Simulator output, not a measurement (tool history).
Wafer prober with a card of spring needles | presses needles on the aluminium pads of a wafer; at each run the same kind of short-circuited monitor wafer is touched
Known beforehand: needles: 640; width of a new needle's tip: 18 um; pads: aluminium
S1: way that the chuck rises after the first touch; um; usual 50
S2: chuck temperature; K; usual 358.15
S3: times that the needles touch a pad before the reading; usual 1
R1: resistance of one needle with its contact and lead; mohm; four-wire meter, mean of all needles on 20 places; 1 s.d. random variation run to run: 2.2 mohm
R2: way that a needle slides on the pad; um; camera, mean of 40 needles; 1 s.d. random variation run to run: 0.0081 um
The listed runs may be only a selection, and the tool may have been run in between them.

run     day  S1      S2  S3   R1      R2
  1   0.000  50  358.15   1  247  13.312
  2   0.696  50  358.15   1  247  13.323
      0.900  -- tips cleaned on abrasive film
  3   1.600  50  358.15   3  242  13.310
      1.971  -- tips cleaned on abrasive film
      2.262  -- height of the first contact set anew
  4   2.625  50  358.15   3  243  13.312
      3.058  -- tips cleaned on abrasive film
  5   3.129  50  358.15   1  245  13.318
  6   3.775  50  358.15   1  243  13.318
      4.133  -- tips cleaned on abrasive film
  7   4.617  50  358.15   1  245  13.310
      5.212  -- tips cleaned on abrasive film
  8   5.212  55  358.15   1  243  14.645
  9   6.033  55  358.15   1  247  14.645
      6.346  -- tips cleaned on abrasive film
 10   6.971  55  358.15   1  248  14.654
      7.442  -- tips cleaned on abrasive film
 11   7.696  50  310.15   1  233  13.315
 12   8.400  50  310.15   1  236  13.331
      8.521  -- tips cleaned on abrasive film
 13   8.888  50  299.15   1  227  13.304
      9.592  -- tips cleaned on abrasive film
 14   9.592  50  299.15   1  229  13.317
 15  10.392  50  299.15   1  228  13.318
     10.692  -- tips cleaned on abrasive film
 16  10.925  31  358.15   3  259   8.249
 17  11.392  50  382.15   2  254  13.307
     11.779  -- tips cleaned on abrasive film
 18  12.154  37  305.15   2  239   9.840
     12.858  -- tips cleaned on abrasive film
 19  13.129  50  358.15   2  247  13.310
     13.925  -- tips cleaned on abrasive film
 20  14.154  50  358.15   2  245  13.300
 21  14.954  50  358.15   2  246  13.318
     15.025  -- tips cleaned on abrasive film
 22  15.733  50  358.15   2  243  13.321
     15.975  -- height of the first contact set anew
     16.112  -- tips cleaned on abrasive film
 23  16.617  50  323.15   2  237  13.318
     17.175  -- tips cleaned on abrasive film
 24  17.175  55  313.15   2  235  14.640
 25  18.112  44  324.15   1  237  11.716
     18.254  -- tips cleaned on abrasive film
 26  18.658  50  357.15   1  244  13.314
     19.362  -- tips cleaned on abrasive film
 27  19.500  59  347.15   1  239  15.703
 28  20.404  59  347.15   1  240  15.698

Below are 5 alternative next runs, each starting from the tool's condition after run 28. Predict each:
     20.492  -- tips cleaned on abrasive film
  A  21.154  36  358.15   2   ?   ?
     20.492  -- tips cleaned on abrasive film
  B  21.154  50  357.15   2   ?   ?
     20.492  -- tips cleaned on abrasive film
  C  21.154  61  358.15   3   ?   ?
     20.492  -- tips cleaned on abrasive film
  D  21.154  59  347.15   2   ?   ?
     20.492  -- tips cleaned on abrasive film
  E  21.154  38  347.15   1   ?   ?

run   R1      R2
  A  252   9.588
  B  247  13.310
  C  239  16.257
  D  242  15.717
  E  249  10.115
The same runs, with their run-to-run variation unchanged, on a tool lacking any hidden condition would have given:
run   R1      R2
  A  251   9.589
  B  246  13.310
  C  239  16.257
  D  242  15.717
  E  248  10.115
